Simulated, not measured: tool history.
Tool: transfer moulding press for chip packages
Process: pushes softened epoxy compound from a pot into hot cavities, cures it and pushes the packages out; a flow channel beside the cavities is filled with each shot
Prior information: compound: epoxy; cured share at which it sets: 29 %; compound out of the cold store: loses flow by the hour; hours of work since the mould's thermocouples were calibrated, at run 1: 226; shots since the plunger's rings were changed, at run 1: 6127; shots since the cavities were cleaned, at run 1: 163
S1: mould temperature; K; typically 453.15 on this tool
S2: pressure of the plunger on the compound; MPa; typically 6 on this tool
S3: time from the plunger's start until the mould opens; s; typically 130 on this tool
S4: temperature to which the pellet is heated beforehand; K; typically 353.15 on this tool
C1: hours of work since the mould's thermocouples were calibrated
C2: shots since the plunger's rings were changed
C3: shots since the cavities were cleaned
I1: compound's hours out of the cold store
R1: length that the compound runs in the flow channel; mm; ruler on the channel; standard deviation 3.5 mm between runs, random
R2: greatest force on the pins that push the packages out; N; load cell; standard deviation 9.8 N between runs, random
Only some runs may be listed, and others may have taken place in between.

run 1 hour=0 | S1=453.15 S2=6 S3=130 S4=353.15 | C1=226 C2=6127 C3=163 | I1=46.2 | R1=695 R2=444
-- hour=39.5 plunger's sealing rings changed
run 2 hour=44.7 | S1=453.15 S2=6 S3=130 S4=353.15 | C1=250 C2=41 C3=491 | I1=39.6 | R1=718 R2=451
run 3 hour=81.6 | S1=453.15 S2=6 S3=130 S4=353.15 | C1=271 C2=328 C3=778 | I1=11 | R1=833 R2=467
-- hour=99.2 cavities cleaned with cleaning compound and waxed
run 4 hour=114.8 | S1=453.15 S2=6 S3=130 S4=353.15 | C1=289 C2=574 C3=122 | I1=47.4 | R1=692 R2=439
run 5 hour=136.8 | S1=453.15 S2=6 S3=130 S4=353.15 | C1=301 C2=745 C3=293 | I1=27.9 | R1=767 R2=442
run 6 hour=157.4 | S1=453.15 S2=6 S3=147 S4=353.15 | C1=313 C2=905 C3=453 | I1=14.7 | R1=817 R2=404
run 7 hour=194.3 | S1=453.15 S2=6 S3=130 S4=353.15 | C1=334 C2=1191 C3=739 | I1=25 | R1=777 R2=455
-- hour=217.2 cavities cleaned with cleaning compound and waxed
run 8 hour=237 | S1=453.15 S2=6 S3=130 S4=353.15 | C1=357 C2=1510 C3=153 | I1=34.6 | R1=734 R2=454
run 9 hour=270.8 | S1=453.15 S2=6 S3=137 S4=353.15 | C1=377 C2=1773 C3=416 | I1=13.5 | R1=824 R2=422
run 10 hour=309.7 | S1=453.15 S2=6 S3=137 S4=353.15 | C1=399 C2=2075 C3=718 | I1=11 | R1=832 R2=447
run 11 hour=331.2 | S1=453.15 S2=6 S3=130 S4=348.15 | C1=411 C2=2242 C3=885 | I1=24.1 | R1=775 R2=444
-- hour=336.2 cavities cleaned with cleaning compound and waxed
run 12 hour=351.6 | S1=453.15 S2=6 S3=119 S4=353.15 | C1=422 C2=2389 C3=120 | I1=41.6 | R1=715 R2=502
run 13 hour=375.1 | S1=453.15 S2=6 S3=130 S4=352.15 | C1=435 C2=2571 C3=302 | I1=21.5 | R1=788 R2=451
run 14 hour=400.8 | S1=453.15 S2=6 S3=130 S4=352.15 | C1=449 C2=2770 C3=501 | I1=36 | R1=730 R2=447
run 15 hour=437.9 | S1=453.15 S2=6 S3=144 S4=353.15 | C1=471 C2=3058 C3=789 | I1=8.4 | R1=839 R2=429
-- hour=454.2 cavities cleaned with cleaning compound and waxed
run 16 hour=473 | S1=453.15 S2=5.8 S3=144 S4=353.15 | C1=490 C2=3319 C3=146 | I1=26.8 | R1=750 R2=423
run 17 hour=502.5 | S1=453.15 S2=5.8 S3=144 S4=354.15 | C1=506 C2=3548 C3=375 | I1=26 | R1=763 R2=403
run 18 hour=539.8 | S1=453.15 S2=4.56 S3=144 S4=354.15 | C1=527 C2=3837 C3=664 | I1=24.7 | R1=675 R2=427
run 19 hour=560.7 | S1=453.15 S2=4.97 S3=130 S4=353.15 | C1=539 C2=4000 C3=827 | I1=31.7 | R1=680 R2=456
-- hour=571.3 cavities cleaned with cleaning compound and waxed
run 20 hour=594.5 | S1=453.15 S2=6.93 S3=119 S4=353.15 | C1=558 C2=4250 C3=180 | I1=41.6 | R1=771 R2=504
run 21 hour=626.9 | S1=454.15 S2=4.9 S3=138 S4=350.15 | C1=576 C2=4502 C3=432 | I1=31.9 | R1=673 R2=401
run 22 hour=669.6 | S1=454.15 S2=4.9 S3=138 S4=350.15 | C1=600 C2=4834 C3=764 | I1=46.7 | R1=628 R2=402
-- hour=690.3 cavities cleaned with cleaning compound and waxed
run 23 hour=713.3 | S1=458.15 S2=6 S3=130 S4=351.15 | C1=624 C2=5161 C3=178 | I1=37.9 | R1=708 R2=397
run 24 hour=755.3 | S1=458.15 S2=6 S3=130 S4=351.15 | C1=648 C2=5487 C3=504 | I1=33.9 | R1=726 R2=390
run 25 hour=799.1 | S1=458.15 S2=6 S3=130 S4=351.15 | C1=673 C2=5827 C3=844 | I1=33.4 | R1=727 R2=391
-- hour=808.5 cavities cleaned with cleaning compound and waxed
-- hour=827.9 mould's thermocouples calibrated
run 26 hour=838.2 | S1=453.15 S2=6 S3=143 S4=356.15 | C1=6 C2=6104 C3=216 | I1=40.2 | R1=719 R2=415
-- hour=880.1 plunger's sealing rings changed
run 27 hour=883.9 | S1=453.15 S2=4.97 S3=130 S4=363.15 | C1=30 C2=30 C3=551 | I1=17.4 | R1=726 R2=445

Hidden state at the last listed run before each entry between runs and at the first one after, where it differs:
Between runs 1 and 2: plunger's sealing rings changed (hour 39.5)
  pressure that reaches the compound, % of what is set: 99.87 -> 99.99; grip of the stained cavities, % over clean ones': 0.3 -> 0.6
Between runs 3 and 4: cavities cleaned with cleaning compound and waxed (hour 99.2)
  grip of the stained cavities, % over clean ones': 0.8 -> 0.2
Between runs 7 and 8: cavities cleaned with cleaning compound and waxed (hour 217.2)
  grip of the stained cavities, % over clean ones': 0.7 -> 0.3
Between runs 11 and 12: cavities cleaned with cleaning compound and waxed (hour 336.2)
  grip of the stained cavities, % over clean ones': 0.8 -> 0.2
Between runs 15 and 16: cavities cleaned with cleaning compound and waxed (hour 454.2)
  pressure that reaches the compound, % of what is set: 99.94 -> 99.93; grip of the stained cavities, % over clean ones': 0.8 -> 0.3
Between runs 19 and 20: cavities cleaned with cleaning compound and waxed (hour 571.3)
  grip of the stained cavities, % over clean ones': 0.8 -> 0.3
Between runs 22 and 23: cavities cleaned with cleaning compound and waxed (hour 690.3)
  grip of the stained cavities, % over clean ones': 0.8 -> 0.3
Between runs 25 and 26: cavities cleaned with cleaning compound and waxed (hour 808.5); mould's thermocouples calibrated (hour 827.9)
  true mould temperature over the reading, C: -0.02 -> 0; pressure that reaches the compound, % of what is set: 99.89 -> 99.88; grip of the stained cavities, % over clean ones': 0.8 -> 0.4
Between runs 26 and 27: plunger's sealing rings changed (hour 880.1)
  pressure that reaches the compound, % of what is set: 99.88 -> 99.99; grip of the stained cavities, % over clean ones': 0.4 -> 0.7
